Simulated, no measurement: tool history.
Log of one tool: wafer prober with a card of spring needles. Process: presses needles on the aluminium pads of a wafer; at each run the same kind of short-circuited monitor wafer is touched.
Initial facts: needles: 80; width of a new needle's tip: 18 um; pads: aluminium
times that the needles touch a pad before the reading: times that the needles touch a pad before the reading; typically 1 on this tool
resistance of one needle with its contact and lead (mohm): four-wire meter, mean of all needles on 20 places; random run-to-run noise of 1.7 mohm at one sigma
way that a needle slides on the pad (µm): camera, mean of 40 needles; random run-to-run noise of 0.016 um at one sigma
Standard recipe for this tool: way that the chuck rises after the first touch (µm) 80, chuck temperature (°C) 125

run	hour	way that the chuck rises after the first touch (µm)	chuck temperature (°C)	times that the needles touch a pad before the reading	resistance of one needle with its contact and lead (mohm)	way that a needle slides on the pad (µm)
1	0	80	125	1	187	18.87
2	7.3	80	125	1	205	18.88
# hour 15.6: tips cleaned on abrasive film
3	20.9	80	125	1	243	18.82
4	31.5	80	66	1	238	18.87
# hour 35.1: tips cleaned on abrasive film
5	45.1	80	66	1	194	18.83
# hour 54.1: tips cleaned on abrasive film
6	54.3	80	66	1	161	18.82
7	68.9	80	125	1	208	18.81
# hour 72.8: tips cleaned on abrasive film
8	83.2	80	125	1	201	18.82
# hour 91.9: tips cleaned on abrasive film
9	91.9	80	125	1	169	18.78
# hour 106.5: height of the first contact set anew
# hour 108.9: tips cleaned on abrasive film, once more
10	108.9	80	125	1	169	18.99
11	122	94	125	1	194	22.25
# hour 128: tips cleaned on abrasive film
12	130.2	80	125	1	181	18.92
13	143.9	80	125	1	211	18.95
# hour 147.8: tips cleaned on abrasive film
14	152.4	80	125	1	186	18.91
15	161.4	80	125	1	208	18.91
# hour 167.1: tips cleaned on abrasive film
16	169.1	80	125	1	175	18.93
17	176.9	80	125	1	203	18.87
# hour 186.7: tips cleaned on abrasive film
18	191.5	70	120	1	193	16.49
# hour 206: tips cleaned on abrasive film
19	207.6	65	97	1	180	15.3
20	221.8	80	84	2	188	18.86
# hour 224.9: tips cleaned on abrasive film
21	234.3	80	43	1	189	18.85
# hour 244.6: tips cleaned on abrasive film
22	246.5	80	120	1	177	18.85
23	253.5	80	120	1	199	18.83
# hour 263.3: tips cleaned on abrasive film
24	268.7	80	120	1	187	18.83
25	280.1	68	31	1	229	15.97
# hour 282.3: tips cleaned on abrasive film
26	293.8	60	50	1	230	14.09
# hour 301.8: tips cleaned on abrasive film
27	311	69	32	2	179	16.2
28	320	69	55	1	229	16.19
# hour 321.4: tips cleaned on abrasive film
29	330.7	86	125	2	186	20.22
# hour 340.1: tips cleaned on abrasive film
30	343.4	86	79	2	168	20.2
31	354.1	86	79	2	183	20.2
# hour 358.8: tips cleaned on abrasive film
32	366.4	80	33	1	181	18.76

Below, some changes in resistance of one needle with its contact and lead (mohm) between adjacent runs. For each, the amount present without the hidden state too (settings, incoming material, random variation) and the amount remaining for the hidden state with gauge scatter not shared by both compared results:
What the log doesn't record here: debris on the tips, nm; way that the needles fall short of the set height, um; tips' diameter, um; drift of the gauge itself on contact_mohm, %; drift of the gauge itself on scrub_um, %.
Run 4 -> 5: tips cleaned on abrasive film. resistance of one needle with its contact and lead (mohm) -44: hidden state -47, all else +3.
Run 6 -> 7: chuck temperature (°C) 66 -> 125. resistance of one needle with its contact and lead (mohm) +47: hidden state +40, all else +7.
Run 24 -> 25: way that the chuck rises after the first touch (µm) 80 -> 68, chuck temperature (°C) 120 -> 31. resistance of one needle with its contact and lead (mohm) +42: hidden state +51, all else -9.
Run 26 -> 27: way that the chuck rises after the first touch (µm) 60 -> 69, chuck temperature (°C) 50 -> 32, times that the needles touch a pad before the reading 1 -> 2, tips cleaned on abrasive film. resistance of one needle with its contact and lead (mohm) -51: hidden state -42, all else -9.
Run 27 -> 28: chuck temperature (°C) 32 -> 55, times that the needles touch a pad before the reading 2 -> 1. resistance of one needle with its contact and lead (mohm) +50: hidden state +43, all else +7.
Run 28 -> 29: way that the chuck rises after the first touch (µm) 69 -> 86, chuck temperature (°C) 55 -> 125, times that the needles touch a pad before the reading 1 -> 2, tips cleaned on abrasive film. resistance of one needle with its contact and lead (mohm) -43: hidden state -53, all else +10.

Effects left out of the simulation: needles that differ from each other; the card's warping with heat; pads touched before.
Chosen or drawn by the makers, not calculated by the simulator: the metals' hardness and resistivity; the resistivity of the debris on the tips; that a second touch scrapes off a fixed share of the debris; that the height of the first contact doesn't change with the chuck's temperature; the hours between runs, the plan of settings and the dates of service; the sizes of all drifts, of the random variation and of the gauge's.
